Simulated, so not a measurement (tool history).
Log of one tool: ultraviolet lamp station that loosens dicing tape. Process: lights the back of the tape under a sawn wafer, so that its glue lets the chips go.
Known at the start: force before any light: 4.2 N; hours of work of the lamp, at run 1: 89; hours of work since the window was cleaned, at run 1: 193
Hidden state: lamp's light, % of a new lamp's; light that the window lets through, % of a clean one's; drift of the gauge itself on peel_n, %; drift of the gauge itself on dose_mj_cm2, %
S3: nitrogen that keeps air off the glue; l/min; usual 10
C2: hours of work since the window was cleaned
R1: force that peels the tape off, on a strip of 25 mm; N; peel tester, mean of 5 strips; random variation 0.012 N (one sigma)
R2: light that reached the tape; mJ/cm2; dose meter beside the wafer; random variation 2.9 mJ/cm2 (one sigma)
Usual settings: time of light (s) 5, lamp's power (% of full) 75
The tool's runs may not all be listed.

{"run": 1, "hour": 0.0, "time of light (s)": 5, "lamp's power (% of full)": 75, "S3": 10, "hours of work of the lamp": 89, "C2": 193, "R1": 0.607, "R2": 378}
{"run": 2, "hour": 34.6, "time of light (s)": 5, "lamp's power (% of full)": 75, "S3": 10, "hours of work of the lamp": 114, "C2": 218, "R1": 0.64, "R2": 370}
{"hour": 52.3, "done": "window cleaned of glue's vapour"}
{"run": 3, "hour": 59.3, "time of light (s)": 4, "lamp's power (% of full)": 75, "S3": 10, "hours of work of the lamp": 131, "C2": 5, "R1": 0.81, "R2": 314}
{"run": 4, "hour": 73.9, "time of light (s)": 5, "lamp's power (% of full)": 75, "S3": 10, "hours of work of the lamp": 141, "C2": 15, "R1": 0.585, "R2": 380}
{"run": 5, "hour": 94.6, "time of light (s)": 5, "lamp's power (% of full)": 64, "S3": 10, "hours of work of the lamp": 156, "C2": 30, "R1": 0.737, "R2": 326}
{"run": 6, "hour": 122.2, "time of light (s)": 5, "lamp's power (% of full)": 64, "S3": 10, "hours of work of the lamp": 176, "C2": 50, "R1": 0.752, "R2": 328}
{"run": 7, "hour": 139.5, "time of light (s)": 5, "lamp's power (% of full)": 64, "S3": 18, "hours of work of the lamp": 188, "C2": 62, "R1": 0.585, "R2": 326}
{"run": 8, "hour": 159.9, "time of light (s)": 5, "lamp's power (% of full)": 64, "S3": 18, "hours of work of the lamp": 203, "C2": 77, "R1": 0.584, "R2": 322}
{"run": 9, "hour": 181.2, "time of light (s)": 5, "lamp's power (% of full)": 75, "S3": 10, "hours of work of the lamp": 218, "C2": 92, "R1": 0.64, "R2": 373}
{"run": 10, "hour": 211.3, "time of light (s)": 5, "lamp's power (% of full)": 75, "S3": 10, "hours of work of the lamp": 240, "C2": 114, "R1": 0.646, "R2": 368}
{"run": 11, "hour": 246.7, "time of light (s)": 5, "lamp's power (% of full)": 75, "S3": 10, "hours of work of the lamp": 265, "C2": 139, "R1": 0.646, "R2": 360}
{"run": 12, "hour": 269.7, "time of light (s)": 5, "lamp's power (% of full)": 70, "S3": 10, "hours of work of the lamp": 282, "C2": 156, "R1": 0.728, "R2": 333}
{"run": 13, "hour": 305.6, "time of light (s)": 5, "lamp's power (% of full)": 70, "S3": 10, "hours of work of the lamp": 307, "C2": 182, "R1": 0.764, "R2": 331}
{"run": 14, "hour": 336.5, "time of light (s)": 5, "lamp's power (% of full)": 70, "S3": 10, "hours of work of the lamp": 330, "C2": 204, "R1": 0.766, "R2": 330}
{"hour": 372.8, "done": "window cleaned of glue's vapour"}
{"run": 15, "hour": 372.8, "time of light (s)": 5, "lamp's power (% of full)": 70, "S3": 10, "hours of work of the lamp": 355, "C2": 0, "R1": 0.695, "R2": 339}
{"run": 16, "hour": 389.0, "time of light (s)": 5, "lamp's power (% of full)": 89, "S3": 10, "hours of work of the lamp": 367, "C2": 12, "R1": 0.477, "R2": 437}
{"run": 17, "hour": 420.3, "time of light (s)": 5, "lamp's power (% of full)": 76, "S3": 10, "hours of work of the lamp": 389, "C2": 34, "R1": 0.662, "R2": 365}
{"run": 18, "hour": 440.6, "time of light (s)": 5, "lamp's power (% of full)": 76, "S3": 11, "hours of work of the lamp": 404, "C2": 49, "R1": 0.631, "R2": 361}
{"run": 19, "hour": 465.2, "time of light (s)": 5, "lamp's power (% of full)": 76, "S3": 11, "hours of work of the lamp": 421, "C2": 66, "R1": 0.623, "R2": 360}
{"run": 20, "hour": 493.3, "time of light (s)": 5, "lamp's power (% of full)": 76, "S3": 11, "hours of work of the lamp": 442, "C2": 86, "R1": 0.647, "R2": 354}
{"run": 21, "hour": 521.1, "time of light (s)": 5, "lamp's power (% of full)": 76, "S3": 11, "hours of work of the lamp": 461, "C2": 106, "R1": 0.655, "R2": 348}
{"run": 22, "hour": 557.4, "time of light (s)": 5, "lamp's power (% of full)": 76, "S3": 11, "hours of work of the lamp": 487, "C2": 132, "R1": 0.662, "R2": 342}
{"run": 23, "hour": 590.2, "time of light (s)": 5, "lamp's power (% of full)": 70, "S3": 10, "hours of work of the lamp": 511, "C2": 156, "R1": 0.813, "R2": 316}
{"run": 24, "hour": 613.6, "time of light (s)": 5, "lamp's power (% of full)": 70, "S3": 10, "hours of work of the lamp": 528, "C2": 173, "R1": 0.823, "R2": 314}
{"run": 25, "hour": 648.3, "time of light (s)": 9, "lamp's power (% of full)": 70, "S3": 15, "hours of work of the lamp": 553, "C2": 197, "R1": 0.259, "R2": 547}
{"run": 26, "hour": 669.3, "time of light (s)": 10, "lamp's power (% of full)": 64, "S3": 5, "hours of work of the lamp": 568, "C2": 212, "R1": 0.525, "R2": 556}
{"run": 27, "hour": 684.4, "time of light (s)": 10, "lamp's power (% of full)": 64, "S3": 5, "hours of work of the lamp": 578, "C2": 223, "R1": 0.525, "R2": 552}
{"hour": 693.4, "done": "window cleaned of glue's vapour"}
{"run": 28, "hour": 709.8, "time of light (s)": 10, "lamp's power (% of full)": 64, "S3": 5, "hours of work of the lamp": 596, "C2": 12, "R1": 0.478, "R2": 578}
{"run": 29, "hour": 726.1, "time of light (s)": 10, "lamp's power (% of full)": 64, "S3": 5, "hours of work of the lamp": 608, "C2": 23, "R1": 0.497, "R2": 573}
{"run": 30, "hour": 743.9, "time of light (s)": 3, "lamp's power (% of full)": 72, "S3": 5, "hours of work of the lamp": 621, "C2": 36, "R1": 1.889, "R2": 190}
{"run": 31, "hour": 768.0, "time of light (s)": 10, "lamp's power (% of full)": 75, "S3": 6, "hours of work of the lamp": 638, "C2": 53, "R1": 0.329, "R2": 668}
{"run": 32, "hour": 792.4, "time of light (s)": 10, "lamp's power (% of full)": 75, "S3": 6, "hours of work of the lamp": 656, "C2": 71, "R1": 0.355, "R2": 654}
{"run": 33, "hour": 819.3, "time of light (s)": 8, "lamp's power (% of full)": 95, "S3": 6, "hours of work of the lamp": 675, "C2": 90, "R1": 0.336, "R2": 654}
{"run": 34, "hour": 846.3, "time of light (s)": 2, "lamp's power (% of full)": 62, "S3": 17, "hours of work of the lamp": 694, "C2": 110, "R1": 2.042, "R2": 106}
{"run": 35, "hour": 878.8, "time of light (s)": 2, "lamp's power (% of full)": 61, "S3": 17, "hours of work of the lamp": 717, "C2": 133, "R1": 2.18, "R2": 102}
{"run": 36, "hour": 894.5, "time of light (s)": 3, "lamp's power (% of full)": 71, "S3": 6, "hours of work of the lamp": 729, "C2": 144, "R1": 1.906, "R2": 177}
{"run": 37, "hour": 914.4, "time of light (s)": 7, "lamp's power (% of full)": 79, "S3": 8, "hours of work of the lamp": 743, "C2": 158, "R1": 0.526, "R2": 455}
{"run": 38, "hour": 940.3, "time of light (s)": 6, "lamp's power (% of full)": 76, "S3": 11, "hours of work of the lamp": 761, "C2": 177, "R1": 0.601, "R2": 372}
{"run": 39, "hour": 960.1, "time of light (s)": 6, "lamp's power (% of full)": 61, "S3": 11, "hours of work of the lamp": 776, "C2": 191, "R1": 0.858, "R2": 295}
{"run": 40, "hour": 993.3, "time of light (s)": 6, "lamp's power (% of full)": 61, "S3": 18, "hours of work of the lamp": 799, "C2": 215, "R1": 0.699, "R2": 293}
{"hour": 1014.4, "done": "window cleaned of glue's vapour"}
{"run": 41, "hour": 1029.7, "time of light (s)": 3, "lamp's power (% of full)": 61, "S3": 9, "hours of work of the lamp": 825, "C2": 11, "R1": 1.951, "R2": 154}
{"run": 42, "hour": 1061.0, "time of light (s)": 3, "lamp's power (% of full)": 61, "S3": 9, "hours of work of the lamp": 848, "C2": 33, "R1": 1.906, "R2": 147}

5 ways to go on from here, each from the tool as it stands after run 42. What would each give?
{"run": "A", "hour": 1079.0, "time of light (s)": 3, "lamp's power (% of full)": 85, "S3": 8, "hours of work of the lamp": 861, "C2": 46, "R1": "?", "R2": "?"}
{"run": "B", "hour": 1079.0, "time of light (s)": 4, "lamp's power (% of full)": 71, "S3": 14, "hours of work of the lamp": 861, "C2": 46, "R1": "?", "R2": "?"}
{"run": "C", "hour": 1079.0, "time of light (s)": 5, "lamp's power (% of full)": 72, "S3": 5, "hours of work of the lamp": 861, "C2": 46, "R1": "?", "R2": "?"}
{"run": "D", "hour": 1079.0, "time of light (s)": 7, "lamp's power (% of full)": 64, "S3": 5, "hours of work of the lamp": 861, "C2": 46, "R1": "?", "R2": "?"}
{"run": "E", "hour": 1079.0, "time of light (s)": 8, "lamp's power (% of full)": 61, "S3": 9, "hours of work of the lamp": 861, "C2": 46, "R1": "?", "R2": "?"}

run=A R1=1.483 R2=206
run=B R1=1.063 R2=230
run=C R1=1.280 R2=291
run=D R1=1.020 R2=362
run=E R1=0.623 R2=399
Without the tool's hidden state the same runs would have given:
run=A R1=1.061 R2=279
run=B R1=0.694 R2=311
run=C R1=0.874 R2=394
run=D R1=0.650 R2=491
run=E R1=0.370 R2=539
